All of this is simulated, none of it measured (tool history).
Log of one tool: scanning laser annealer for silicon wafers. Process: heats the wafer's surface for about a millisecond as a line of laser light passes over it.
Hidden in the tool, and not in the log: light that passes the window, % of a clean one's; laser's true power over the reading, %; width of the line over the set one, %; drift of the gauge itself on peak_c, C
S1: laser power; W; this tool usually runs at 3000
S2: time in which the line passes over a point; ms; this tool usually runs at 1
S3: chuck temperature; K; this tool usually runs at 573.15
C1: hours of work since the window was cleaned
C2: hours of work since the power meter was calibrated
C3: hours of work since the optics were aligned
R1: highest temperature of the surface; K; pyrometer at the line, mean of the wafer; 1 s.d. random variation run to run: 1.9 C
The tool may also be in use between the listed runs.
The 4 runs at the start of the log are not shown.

| run | hour | S1 | S2 | S3 | C1 | C2 | C3 | R1 |
|---|---|---|---|---|---|---|---|---|
| 5 | 70.6 | 3000 | 1 | 603.15 | 31 | 239 | 913 | 1429.15 |
| 6 | 87.1 | 3000 | 1 | 591.15 | 41 | 249 | 923 | 1414.15 |
| 7 | 108.2 | 3000 | 1 | 591.15 | 53 | 262 | 935 | 1416.15 |
| 8 | 127.4 | 3000 | 1 | 591.15 | 65 | 274 | 947 | 1412.15 |
| 9 | 139.9 | 3000 | 1 | 591.15 | 73 | 281 | 955 | 1415.15 |
| 10 | 150.6 | 3000 | 0.88 | 573.15 | 79 | 288 | 961 | 1340.15 |
| 11 | 163.1 | 3000 | 1.19 | 573.15 | 87 | 295 | 969 | 1470.15 |
| 12 | 179.4 | 3000 | 1 | 573.15 | 96 | 305 | 978 | 1394.15 |
| 13 | 195.5 | 3000 | 1 | 573.15 | 106 | 315 | 988 | 1394.15 |
| 14 | 216.1 | 2833 | 1 | 573.15 | 119 | 327 | 1001 | 1342.15 |
|  | 230.9 | optics aligned, line set to its width |
| 15 | 232.5 | 3000 | 1.2 | 573.15 | 125 | 334 | 1 | 1490.15 |
| 16 | 253.3 | 3000 | 1 | 604.15 | 138 | 347 | 14 | 1440.15 |
| 17 | 268.6 | 3000 | 1 | 604.15 | 147 | 356 | 23 | 1433.15 |
| 18 | 284.3 | 3000 | 1 | 573.15 | 157 | 365 | 32 | 1406.15 |
| 19 | 298.6 | 3000 | 1 | 556.15 | 165 | 374 | 41 | 1388.15 |
| 20 | 312.4 | 3000 | 1 | 573.15 | 174 | 382 | 49 | 1406.15 |
| 21 | 331.5 | 3000 | 1 | 573.15 | 185 | 394 | 61 | 1405.15 |
| 22 | 343.3 | 3016 | 1.09 | 573.15 | 193 | 401 | 68 | 1446.15 |
| 23 | 353.9 | 2671 | 1.1 | 599.15 | 199 | 407 | 74 | 1371.15 |

Forecast run 24:
| 24 | 364.2 | 3281 | 0.75 | 555.15 | 205 | 414 | 81 | ? |

R1: 1341.15 K
With no hidden state in the tool, this same run would have given R1 1361.15 K.

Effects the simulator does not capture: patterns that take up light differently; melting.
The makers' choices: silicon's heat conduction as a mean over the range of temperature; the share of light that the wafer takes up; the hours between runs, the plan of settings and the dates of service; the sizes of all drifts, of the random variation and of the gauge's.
